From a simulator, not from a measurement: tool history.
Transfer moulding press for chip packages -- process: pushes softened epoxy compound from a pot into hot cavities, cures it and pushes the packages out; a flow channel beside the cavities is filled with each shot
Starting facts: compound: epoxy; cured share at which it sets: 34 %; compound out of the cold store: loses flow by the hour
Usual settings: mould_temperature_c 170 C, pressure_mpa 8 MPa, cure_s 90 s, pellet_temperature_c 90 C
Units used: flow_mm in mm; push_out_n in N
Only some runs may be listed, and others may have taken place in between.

run    day  mould_temperature_c  pressure_mpa  cure_s  pellet_temperature_c  incoming compound's hours out of the cold store  flow_mm  push_out_n
  1      0                  170             8      90                    90                                             14.4      657         387
  2  0.225                  170             8      90                    90                                             33.2      593         355
  3  0.604                  170             8      90                    90                                             47.4      542         362
  4  0.842                  170             8      83                    90                                             26.7      610         408
  5  1.233                  170          9.06      90                    90                                             31.8      631         376
  6  1.546                  170          9.06      90                    90                                             27.1      637         378
  7  1.846                  170             8      90                    90                                             15.3      652         369
  8  2.046                  170             8      90                    90                                             22.3      617         377
  9    2.3                  170             8      90                    90                                              9.5      680         379
 10  2.554                  170             8     124                    90                                             34.5      582         306
 11  2.775                  170             8     124                    90                                             39.8      554         305
 12  2.983                  170             8     124                    90                                             45.4      540         302
 13  3.217                  170             8      90                    89                                             28.9      602         365
 14  3.433                  170             8      90                    89                                             43.1      559         371
 15  3.783                  170           6.6      90                    89                                              9.3      622         394
 16  4.212                  170           6.6      90                    89                                             11.1      619         371
     4.362  -- cavities cleaned with cleaning compound and waxed
 17  4.738                  170          7.83      90                    90                                              9.6      676         387
 18  4.933                  170           6.2      88                    90                                             11.1      590         409
 19  5.258                  175             8      96                    90                                             28.9      596         312
 20  5.696                  170             8      75                    90                                             37.1      581         474
 21  6.158                  170           6.2      90                    95                                             25.1      544         348
     6.404  -- plunger's sealing rings changed
 22  6.683                  170           6.2      90                    95                                             39.7      497         362
 23  6.975                  170          6.31      76                    95                                             45.4      476         447
 24  7.292                  170          8.31      91                    81                                               19      659         369
 25  7.554                  170           9.3     110                    81                                               35      633         311
 26  7.908                  170           9.3     110                    81                                             35.7      625         300
 27   8.25                  170           9.3      81                    99                                             14.7      720         447
 28  8.471                  173             8      90                    90                                             43.6      549         308
 29  8.842                  173             8      90                    90                                             10.2      664         335

Each row is a separate what-if for the run after 29, all from the same tool condition, not one after another. Results?
  A  9.192                  169           9.3      97                    90                                             36.8        ?           ?
  B  9.192                  171          6.72      91                    90                                             11.1        ?           ?
  C  9.192                  170             8     121                    90                                             21.4        ?           ?

run  flow_mm  push_out_n
  A      615         335
  B      616         363
  C      629         289
What these runs would have given with no unlogged condition in the tool:
run  flow_mm  push_out_n
  A      615         332
  B      616         360
  C      629         287
